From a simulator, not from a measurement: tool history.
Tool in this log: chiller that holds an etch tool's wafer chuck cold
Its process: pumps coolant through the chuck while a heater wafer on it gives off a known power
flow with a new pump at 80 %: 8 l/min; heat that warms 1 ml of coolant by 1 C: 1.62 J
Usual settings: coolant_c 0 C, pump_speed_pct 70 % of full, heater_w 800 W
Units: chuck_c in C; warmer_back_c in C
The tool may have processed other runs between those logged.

run	hour	coolant_c	pump_speed_pct	heater_w	chuck_c	warmer_back_c
1	0.0	0	70	800	13.1	4.60
2	179.0	0	70	800	13.2	4.61
3	275.9	0	70	800	13.0	4.61
4	368.0	0	81	800	12.1	3.96
5	534.1	0	87	800	11.6	3.70
6	657.9	0	87	800	11.9	3.70
7	864.7	0	87	800	11.6	3.74
8	1068.4	0	87	520	7.8	2.49
9	1237.9	0	87	520	7.3	2.45
10	1361.2	0	62	800	13.6	5.28
11	1547.3	-4	99	873	7.4	3.66
12	1642.4	-4	99	873	7.3	3.73
13	1847.6	1	70	901	15.5	5.29
14	1989.0	7	78	1187	25.0	6.37
15	2088.7	-1	70	800	11.9	4.79
16	2286.0	0	80	771	11.3	4.04
17	2469.4	0	70	1086	16.2	5.72
18	2612.5	5	75	418	11.1	2.03
19	2722.7	-9	71	966	5.3	5.01
20	2881.1	3	92	785	13.1	3.17

Not shown here: 4 entries made in the log between runs. Locate each between two listed runs and compare the hidden state at the listed run before it with the hidden state at the listed run after it:
After run 8, before run 9: coolant changed, channels flushed (hour 1088.7)
  heat passed by the chuck's channels, % of clean ones': 91.4 -> 99.7; flow at a given pump speed, % of a new pump's: 90.7 -> 90.5; coolant's true temperature over the reading, C: 0.09 -> 0.11
  the result without the hidden state subtracted from the measured one, chuck_c: +1.1 -> +0.6 C; warmer_back_c: +0.23 -> +0.23 C
After run 9, before run 10: coolant pump overhauled (hour 1253.1)
  heat passed by the chuck's channels, % of clean ones': 99.7 -> 99.5; flow at a given pump speed, % of a new pump's: 90.5 -> 89.2; coolant's true temperature over the reading, C: 0.11 -> 0.12
  the result without the hidden state subtracted from the measured one, chuck_c: +0.6 -> +1.1 C; warmer_back_c: +0.23 -> +0.58 C
After run 14, before run 15: chiller's thermometer calibrated (hour 2038.6)
  heat passed by the chuck's channels, % of clean ones': 98.4 -> 98.2; flow at a given pump speed, % of a new pump's: 88.5 -> 88.3; coolant's true temperature over the reading, C: 0.19 -> -0.03
  the result without the hidden state subtracted from the measured one, chuck_c: +1.7 -> +1.1 C; warmer_back_c: +0.73 -> +0.56 C
After run 16, before run 17: coolant pump overhauled, once more (hour 2352.6)
  heat passed by the chuck's channels, % of clean ones': 97.8 -> 97.5; flow at a given pump speed, % of a new pump's: 88.1 -> 100.1; coolant's true temperature over the reading, C: -0.01 -> 0.01
  the result without the hidden state subtracted from the measured one, chuck_c: +1.0 -> +0.3 C; warmer_back_c: +0.48 -> +0.00 C

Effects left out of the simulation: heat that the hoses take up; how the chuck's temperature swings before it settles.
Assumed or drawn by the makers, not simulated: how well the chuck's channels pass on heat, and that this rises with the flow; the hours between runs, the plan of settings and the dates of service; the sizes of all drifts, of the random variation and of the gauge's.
